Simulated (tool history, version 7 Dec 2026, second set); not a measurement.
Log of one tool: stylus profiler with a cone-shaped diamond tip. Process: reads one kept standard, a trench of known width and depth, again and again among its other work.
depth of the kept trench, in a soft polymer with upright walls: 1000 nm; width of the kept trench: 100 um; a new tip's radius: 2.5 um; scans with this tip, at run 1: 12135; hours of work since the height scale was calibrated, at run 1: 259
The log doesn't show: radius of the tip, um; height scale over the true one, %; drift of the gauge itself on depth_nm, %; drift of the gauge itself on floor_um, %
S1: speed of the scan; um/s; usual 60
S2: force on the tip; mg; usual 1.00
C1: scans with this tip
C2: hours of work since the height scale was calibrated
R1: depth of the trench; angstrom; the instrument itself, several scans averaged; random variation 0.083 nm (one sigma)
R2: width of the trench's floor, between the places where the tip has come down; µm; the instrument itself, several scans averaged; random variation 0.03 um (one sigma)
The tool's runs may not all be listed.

Run 1, hour 0.0: usual settings; C1 12135; C2 259. Result: R1 10084.0 angstrom, R2 94.50 µm.
Run 2, hour 73.8: usual settings; C1 12475; C2 293. Result: R1 10085.9 angstrom, R2 94.53 µm.
Run 3, hour 184.3: usual settings but S1 167 um/s; C1 12984; C2 344. Result: R1 10086.4 angstrom, R2 93.53 µm.
Run 4, hour 250.4: usual settings but S1 167 um/s; C1 13288; C2 374. Result: R1 10085.4 angstrom, R2 93.49 µm.
Run 5, hour 309.4: usual settings but S1 167 um/s; C1 13560; C2 402. Result: R1 10087.6 angstrom, R2 93.50 µm.
Run 6, hour 364.8: usual settings but S2 2.85 mg; C1 13816; C2 427. Result: R1 10169.7 angstrom, R2 94.62 µm.
Run 7, hour 437.7: usual settings but S2 2.85 mg; C1 14151; C2 461. Result: R1 10170.2 angstrom, R2 94.60 µm.
Run 8, hour 499.8: usual settings but S2 2.85 mg; C1 14437; C2 490. Result: R1 10170.7 angstrom, R2 94.55 µm.
Run 9, hour 561.0: usual settings; C1 14719; C2 518. Result: R1 10088.5 angstrom, R2 94.36 µm.
Run 10, hour 667.3: usual settings; C1 15209; C2 567. Result: R1 10088.0 angstrom, R2 94.30 µm.
Run 11, hour 718.4: usual settings; C1 15444; C2 591. Result: R1 10088.4 angstrom, R2 94.31 µm.
Run 12, hour 819.4: usual settings; C1 15910; C2 638. Result: R1 10091.0 angstrom, R2 94.23 µm.
Run 13, hour 887.1: usual settings but S1 28 um/s; C1 16221; C2 669. Result: R1 10091.7 angstrom, R2 94.59 µm.
Run 14, hour 945.2: usual settings but S1 194 um/s; C1 16489; C2 696. Result: R1 10091.2 angstrom, R2 93.08 µm.
Run 15, hour 1001.4: usual settings; C1 16748; C2 722. Result: R1 10092.3 angstrom, R2 94.18 µm.
Run 16, hour 1065.1: usual settings; C1 17041; C2 751. Result: R1 10093.6 angstrom, R2 94.23 µm.
Run 17, hour 1156.8: usual settings but S1 29 um/s, S2 2.79 mg; C1 17464; C2 794. Result: R1 10172.9 angstrom, R2 94.56 µm.
Run 18, hour 1216.3: usual settings but S1 29 um/s, S2 2.79 mg; C1 17738; C2 821. Result: R1 10173.3 angstrom, R2 94.53 µm.
Run 19, hour 1271.9: usual settings but S1 102 um/s, S2 0.56 mg; C1 17994; C2 847. Result: R1 10068.6 angstrom, R2 93.52 µm.
Run 20, hour 1337.5: usual settings but S1 43 um/s, S2 1.99 mg; C1 18296; C2 877. Result: R1 10143.1 angstrom, R2 94.34 µm.
Run 21, hour 1428.7: usual settings but S1 43 um/s, S2 1.99 mg; C1 18716; C2 919. Result: R1 10142.4 angstrom, R2 94.37 µm.
At hour 1439.6: height scale calibrated on a step standard.
At hour 1499.3: new tip fitted, height scale calibrated.
Run 22, hour 1542.6: usual settings but S1 43 um/s, S2 1.99 mg; C1 199; C2 20. Result: R1 10131.2 angstrom, R2 95.81 µm.
Run 23, hour 1649.2: usual settings but S1 38 um/s, S2 1.99 mg; C1 690; C2 69. Result: R1 10131.7 angstrom, R2 95.78 µm.
Run 24, hour 1702.8: usual settings but S1 38 um/s, S2 1.99 mg; C1 937; C2 94. Result: R1 10131.9 angstrom, R2 95.79 µm.
Run 25, hour 1782.9: usual settings but S1 48 um/s, S2 1.45 mg; C1 1306; C2 131. Result: R1 10108.4 angstrom, R2 95.64 µm.
Run 26, hour 1830.4: usual settings but S1 23 um/s; C1 1525; C2 153. Result: R1 10085.7 angstrom, R2 95.70 µm.
Run 27, hour 1887.4: usual settings but S1 85 um/s, S2 2.81 mg; C1 1787; C2 179. Result: R1 10166.9 angstrom, R2 95.49 µm.
Run 28, hour 1968.1: usual settings but S1 85 um/s, S2 2.81 mg; C1 2159; C2 217. Result: R1 10167.4 angstrom, R2 95.51 µm.
Run 29, hour 2026.1: usual settings but S1 85 um/s, S2 2.81 mg; C1 2427; C2 244. Result: R1 10167.0 angstrom, R2 95.48 µm.
Run 30, hour 2098.7: usual settings but S1 85 um/s, S2 2.81 mg; C1 2761; C2 277. Result: R1 10167.8 angstrom, R2 95.37 µm.

3 ways to go on from here, each from the tool as it stands after run 30. What would each give?
Run A, hour 2209.6: usual settings but S1 63 um/s, S2 0.72 mg; C1 3272; C2 328. Result: R1 ?, R2 ?.
Run B, hour 2209.6: usual settings but S1 237 um/s, S2 1.12 mg; C1 3272; C2 328. Result: R1 ?, R2 ?.
Run C, hour 2209.6: usual settings but S1 35 um/s, S2 2.81 mg; C1 3272; C2 328. Result: R1 ?, R2 ?.

run       R1     R2
  A  10072.7  95.19
  B  10094.3  93.89
  C  10168.6  95.61
Without the tool's hidden state the same runs would have given:
run       R1     R2
  A  10064.7  95.38
  B  10086.4  94.09
  C  10160.6  95.81
